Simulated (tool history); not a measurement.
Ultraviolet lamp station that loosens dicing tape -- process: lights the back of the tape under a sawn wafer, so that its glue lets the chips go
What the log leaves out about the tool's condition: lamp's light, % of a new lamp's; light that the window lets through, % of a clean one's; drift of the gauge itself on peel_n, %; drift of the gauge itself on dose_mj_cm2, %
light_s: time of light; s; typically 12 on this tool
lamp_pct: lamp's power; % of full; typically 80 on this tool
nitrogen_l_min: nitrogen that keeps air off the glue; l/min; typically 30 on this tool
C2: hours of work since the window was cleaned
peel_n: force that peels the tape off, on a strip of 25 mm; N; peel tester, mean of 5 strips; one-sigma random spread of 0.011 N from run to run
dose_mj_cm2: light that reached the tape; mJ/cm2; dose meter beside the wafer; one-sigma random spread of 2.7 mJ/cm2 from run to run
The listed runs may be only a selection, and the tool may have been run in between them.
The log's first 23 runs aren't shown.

{"run": 24, "hour": 325.1, "light_s": 11, "lamp_pct": 61, "nitrogen_l_min": 41, "hours of work of the lamp": 296, "C2": 136, "peel_n": 0.892, "dose_mj_cm2": 215}
{"run": 25, "hour": 343.0, "light_s": 14, "lamp_pct": 76, "nitrogen_l_min": 28, "hours of work of the lamp": 303, "C2": 143, "peel_n": 0.585, "dose_mj_cm2": 334}
{"run": 26, "hour": 361.1, "light_s": 14, "lamp_pct": 76, "nitrogen_l_min": 28, "hours of work of the lamp": 311, "C2": 150, "peel_n": 0.609, "dose_mj_cm2": 335}
{"run": 27, "hour": 372.4, "light_s": 20, "lamp_pct": 80, "nitrogen_l_min": 30, "hours of work of the lamp": 315, "C2": 155, "peel_n": 0.312, "dose_mj_cm2": 497}
{"run": 28, "hour": 381.5, "light_s": 18, "lamp_pct": 63, "nitrogen_l_min": 21, "hours of work of the lamp": 319, "C2": 158, "peel_n": 0.644, "dose_mj_cm2": 351}
{"run": 29, "hour": 392.1, "light_s": 18, "lamp_pct": 63, "nitrogen_l_min": 21, "hours of work of the lamp": 323, "C2": 163, "peel_n": 0.641, "dose_mj_cm2": 349}
{"run": 30, "hour": 405.8, "light_s": 10, "lamp_pct": 92, "nitrogen_l_min": 10, "hours of work of the lamp": 329, "C2": 168, "peel_n": 1.245, "dose_mj_cm2": 282}
{"run": 31, "hour": 415.7, "light_s": 10, "lamp_pct": 92, "nitrogen_l_min": 10, "hours of work of the lamp": 333, "C2": 172, "peel_n": 1.218, "dose_mj_cm2": 280}
{"run": 32, "hour": 434.7, "light_s": 10, "lamp_pct": 92, "nitrogen_l_min": 10, "hours of work of the lamp": 340, "C2": 180, "peel_n": 1.271, "dose_mj_cm2": 279}
{"run": 33, "hour": 448.3, "light_s": 10, "lamp_pct": 92, "nitrogen_l_min": 10, "hours of work of the lamp": 346, "C2": 185, "peel_n": 1.258, "dose_mj_cm2": 281}
{"run": 34, "hour": 467.1, "light_s": 12, "lamp_pct": 73, "nitrogen_l_min": 13, "hours of work of the lamp": 354, "C2": 193, "peel_n": 1.208, "dose_mj_cm2": 265}
{"run": 35, "hour": 485.0, "light_s": 12, "lamp_pct": 73, "nitrogen_l_min": 13, "hours of work of the lamp": 361, "C2": 200, "peel_n": 1.183, "dose_mj_cm2": 262}
{"run": 36, "hour": 502.2, "light_s": 12, "lamp_pct": 73, "nitrogen_l_min": 13, "hours of work of the lamp": 368, "C2": 207, "peel_n": 1.159, "dose_mj_cm2": 261}
{"run": 37, "hour": 518.0, "light_s": 12, "lamp_pct": 94, "nitrogen_l_min": 13, "hours of work of the lamp": 374, "C2": 214, "peel_n": 0.898, "dose_mj_cm2": 337}
{"run": 38, "hour": 533.6, "light_s": 12, "lamp_pct": 94, "nitrogen_l_min": 13, "hours of work of the lamp": 380, "C2": 220, "peel_n": 0.879, "dose_mj_cm2": 334}
{"run": 39, "hour": 543.4, "light_s": 7, "lamp_pct": 62, "nitrogen_l_min": 35, "hours of work of the lamp": 384, "C2": 224, "peel_n": 1.615, "dose_mj_cm2": 128}

Each row is a separate what-if for the run after 39, all from the same tool condition, not one after another. Results?
{"run": "A", "hour": 558.0, "light_s": 16, "lamp_pct": 80, "nitrogen_l_min": 30, "hours of work of the lamp": 390, "C2": 230, "peel_n": "?", "dose_mj_cm2": "?"}
{"run": "B", "hour": 558.0, "light_s": 6, "lamp_pct": 80, "nitrogen_l_min": 34, "hours of work of the lamp": 390, "C2": 230, "peel_n": "?", "dose_mj_cm2": "?"}
{"run": "C", "hour": 558.0, "light_s": 7, "lamp_pct": 95, "nitrogen_l_min": 35, "hours of work of the lamp": 390, "C2": 230, "peel_n": "?", "dose_mj_cm2": "?"}
{"run": "D", "hour": 558.0, "light_s": 8, "lamp_pct": 88, "nitrogen_l_min": 30, "hours of work of the lamp": 390, "C2": 230, "peel_n": "?", "dose_mj_cm2": "?"}
{"run": "E", "hour": 558.0, "light_s": 7, "lamp_pct": 62, "nitrogen_l_min": 19, "hours of work of the lamp": 390, "C2": 230, "peel_n": "?", "dose_mj_cm2": "?"}

run=A peel_n=0.482 dose_mj_cm2=376
run=B peel_n=1.499 dose_mj_cm2=141
run=C peel_n=1.04 dose_mj_cm2=197
run=D peel_n=1.018 dose_mj_cm2=204
run=E peel_n=1.872 dose_mj_cm2=129
What these runs would have given with no unlogged condition in the tool:
run=A peel_n=0.339 dose_mj_cm2=484
run=B peel_n=1.18 dose_mj_cm2=181
run=C peel_n=0.764 dose_mj_cm2=253
run=D peel_n=0.75 dose_mj_cm2=263
run=E peel_n=1.567 dose_mj_cm2=166

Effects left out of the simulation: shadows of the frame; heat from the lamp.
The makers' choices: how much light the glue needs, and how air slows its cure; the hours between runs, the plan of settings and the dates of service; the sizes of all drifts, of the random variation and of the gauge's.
